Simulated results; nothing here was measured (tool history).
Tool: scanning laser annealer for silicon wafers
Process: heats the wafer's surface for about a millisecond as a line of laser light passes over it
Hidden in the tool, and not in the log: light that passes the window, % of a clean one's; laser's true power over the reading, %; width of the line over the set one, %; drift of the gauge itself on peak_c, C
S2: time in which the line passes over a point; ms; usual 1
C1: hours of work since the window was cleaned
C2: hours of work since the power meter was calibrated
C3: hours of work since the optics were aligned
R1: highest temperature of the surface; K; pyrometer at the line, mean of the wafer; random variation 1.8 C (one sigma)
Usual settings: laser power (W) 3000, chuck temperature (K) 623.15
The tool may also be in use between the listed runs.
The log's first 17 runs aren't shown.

{"run": 18, "hour": 136.8, "laser power (W)": 3000, "S2": 1, "chuck temperature (K)": 623.15, "C1": 48, "C2": 345, "C3": 694, "R1": 1343.15}
{"run": 19, "hour": 148.3, "laser power (W)": 3000, "S2": 1, "chuck temperature (K)": 598.15, "C1": 57, "C2": 354, "C3": 703, "R1": 1312.15}
{"run": 20, "hour": 159.3, "laser power (W)": 3000, "S2": 1, "chuck temperature (K)": 598.15, "C1": 66, "C2": 362, "C3": 712, "R1": 1312.15}
{"run": 21, "hour": 166.3, "laser power (W)": 2904, "S2": 0.8, "chuck temperature (K)": 587.15, "C1": 71, "C2": 368, "C3": 717, "R1": 1192.15}
{"run": 22, "hour": 175.2, "laser power (W)": 2622, "S2": 0.93, "chuck temperature (K)": 591.15, "C1": 78, "C2": 375, "C3": 724, "R1": 1195.15}
{"run": 23, "hour": 183.6, "laser power (W)": 3300, "S2": 0.8, "chuck temperature (K)": 617.15, "C1": 85, "C2": 381, "C3": 731, "R1": 1300.15}
{"run": 24, "hour": 190.9, "laser power (W)": 3131, "S2": 1, "chuck temperature (K)": 622.15, "C1": 91, "C2": 387, "C3": 736, "R1": 1364.15}
{"run": 25, "hour": 199.3, "laser power (W)": 3131, "S2": 1, "chuck temperature (K)": 622.15, "C1": 97, "C2": 394, "C3": 743, "R1": 1363.15}
{"run": 26, "hour": 210.1, "laser power (W)": 2870, "S2": 1.07, "chuck temperature (K)": 603.15, "C1": 105, "C2": 402, "C3": 751, "R1": 1313.15}
{"run": 27, "hour": 215.3, "laser power (W)": 2674, "S2": 1, "chuck temperature (K)": 623.15, "C1": 110, "C2": 406, "C3": 755, "R1": 1265.15}
{"run": 28, "hour": 224.4, "laser power (W)": 3010, "S2": 1, "chuck temperature (K)": 600.15, "C1": 117, "C2": 413, "C3": 762, "R1": 1311.15}
{"run": 29, "hour": 235.0, "laser power (W)": 3175, "S2": 0.83, "chuck temperature (K)": 612.15, "C1": 125, "C2": 421, "C3": 771, "R1": 1284.15}
{"run": 30, "hour": 240.6, "laser power (W)": 3000, "S2": 0.73, "chuck temperature (K)": 656.15, "C1": 129, "C2": 426, "C3": 775, "R1": 1248.15}
{"run": 31, "hour": 250.5, "laser power (W)": 3000, "S2": 0.73, "chuck temperature (K)": 630.15, "C1": 137, "C2": 433, "C3": 783, "R1": 1219.15}
{"run": 32, "hour": 262.3, "laser power (W)": 3000, "S2": 0.73, "chuck temperature (K)": 609.15, "C1": 146, "C2": 443, "C3": 792, "R1": 1196.15}
{"run": 33, "hour": 269.1, "laser power (W)": 2954, "S2": 0.89, "chuck temperature (K)": 654.15, "C1": 151, "C2": 448, "C3": 797, "R1": 1307.15}
{"run": 34, "hour": 276.2, "laser power (W)": 2954, "S2": 0.89, "chuck temperature (K)": 654.15, "C1": 157, "C2": 453, "C3": 803, "R1": 1304.15}
{"run": 35, "hour": 283.7, "laser power (W)": 2954, "S2": 0.89, "chuck temperature (K)": 654.15, "C1": 163, "C2": 459, "C3": 808, "R1": 1309.15}
{"run": 36, "hour": 290.0, "laser power (W)": 2954, "S2": 0.89, "chuck temperature (K)": 654.15, "C1": 168, "C2": 464, "C3": 813, "R1": 1305.15}
{"run": 37, "hour": 298.6, "laser power (W)": 2954, "S2": 0.89, "chuck temperature (K)": 654.15, "C1": 174, "C2": 471, "C3": 820, "R1": 1305.15}
{"run": 38, "hour": 309.2, "laser power (W)": 2954, "S2": 0.89, "chuck temperature (K)": 654.15, "C1": 183, "C2": 479, "C3": 828, "R1": 1305.15}
{"run": 39, "hour": 316.5, "laser power (W)": 2927, "S2": 0.89, "chuck temperature (K)": 637.15, "C1": 188, "C2": 485, "C3": 834, "R1": 1284.15}
{"run": 40, "hour": 325.9, "laser power (W)": 2927, "S2": 0.89, "chuck temperature (K)": 637.15, "C1": 196, "C2": 492, "C3": 841, "R1": 1282.15}

Forecast each of these 4 alternatives for the next run:
{"run": "A", "hour": 333.0, "laser power (W)": 3000, "S2": 1.06, "chuck temperature (K)": 621.15, "C1": 201, "C2": 498, "C3": 847, "R1": "?"}
{"run": "B", "hour": 333.0, "laser power (W)": 3103, "S2": 0.89, "chuck temperature (K)": 634.15, "C1": 201, "C2": 498, "C3": 847, "R1": "?"}
{"run": "C", "hour": 333.0, "laser power (W)": 2712, "S2": 1, "chuck temperature (K)": 657.15, "C1": 201, "C2": 498, "C3": 847, "R1": "?"}
{"run": "D", "hour": 333.0, "laser power (W)": 2951, "S2": 0.89, "chuck temperature (K)": 637.15, "C1": 201, "C2": 498, "C3": 847, "R1": "?"}

run=A R1=1355.15
run=B R1=1315.15
run=C R1=1300.15
run=D R1=1286.15
Without the tool's hidden state the same runs would have given:
run=A R1=1377.15
run=B R1=1335.15
run=C R1=1319.15
run=D R1=1306.15
